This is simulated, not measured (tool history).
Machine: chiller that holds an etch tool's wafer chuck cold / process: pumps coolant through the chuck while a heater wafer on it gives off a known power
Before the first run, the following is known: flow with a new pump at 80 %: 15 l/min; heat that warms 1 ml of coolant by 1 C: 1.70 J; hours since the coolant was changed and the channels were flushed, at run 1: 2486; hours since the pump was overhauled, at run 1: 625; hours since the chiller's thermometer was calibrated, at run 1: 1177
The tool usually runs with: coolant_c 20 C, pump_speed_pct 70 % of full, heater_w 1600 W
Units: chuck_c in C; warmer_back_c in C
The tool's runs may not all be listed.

run	hour	coolant_c	pump_speed_pct	heater_w	hours since the coolant was changed and the channels were flushed	hours since the pump was overhauled	hours since the chiller's thermometer was calibrated	chuck_c	warmer_back_c
1	0	20	70	1600	2486	625	1177	37.8	4.29
2	22.1	20	70	1600	2508	647	1199	37.8	4.35
3	43.2	20	70	1600	2529	668	1220	38.1	4.33
4	73.1	20	70	1557	2559	698	1250	37.4	4.16
5	92.2	25	70	1600	2578	717	1269	43	4.3
6	121.9	25	70	1600	2608	747	1299	43	4.35
7	161.9	27	70	1600	2648	787	1339	45	4.31
8	199.7	27	70	1600	2686	825	1376	44.9	4.31
9	235.2	27	70	1600	2721	860	1412	45	4.35
10	255.5	27	70	1600	2741	881	1432	45	4.41
# hour 270.6: coolant changed, channels flushed
11	298.4	27	65	1600	28	918	1469	44.1	4.63
12	328.8	27	65	1600	58	948	1500	44.1	4.67
13	365.2	27	65	1600	95	984	1536	44	4.6
14	405.1	27	65	1600	134	1024	1576	44.2	4.61
15	449.3	28	94	1511	179	1068	1620	40.6	3.09
16	477.1	28	94	1511	206	1096	1648	40.7	3.1
17	496	20	70	2273	225	1115	1667	43.2	6.16
18	529.5	11	86	2273	259	1149	1700	31	5.07
# hour 536.3: coolant pump overhauled
19	556.4	19	74	1600	281	20	1722	34.7	4.16
20	590.2	20	88	1600	315	54	1756	34.2	3.46

Run 21 has not been measured yet. What should we expect?
# hour 621.7: coolant pump overhauled, once more
21	629.9	15	83	1657	349	8	1791	?	?

chuck_c: 30 C
warmer_back_c: 3.75 C
Had the tool carried no hidden state, the very same run would have given chuck_c 30 C, warmer_back_c 3.76 C.

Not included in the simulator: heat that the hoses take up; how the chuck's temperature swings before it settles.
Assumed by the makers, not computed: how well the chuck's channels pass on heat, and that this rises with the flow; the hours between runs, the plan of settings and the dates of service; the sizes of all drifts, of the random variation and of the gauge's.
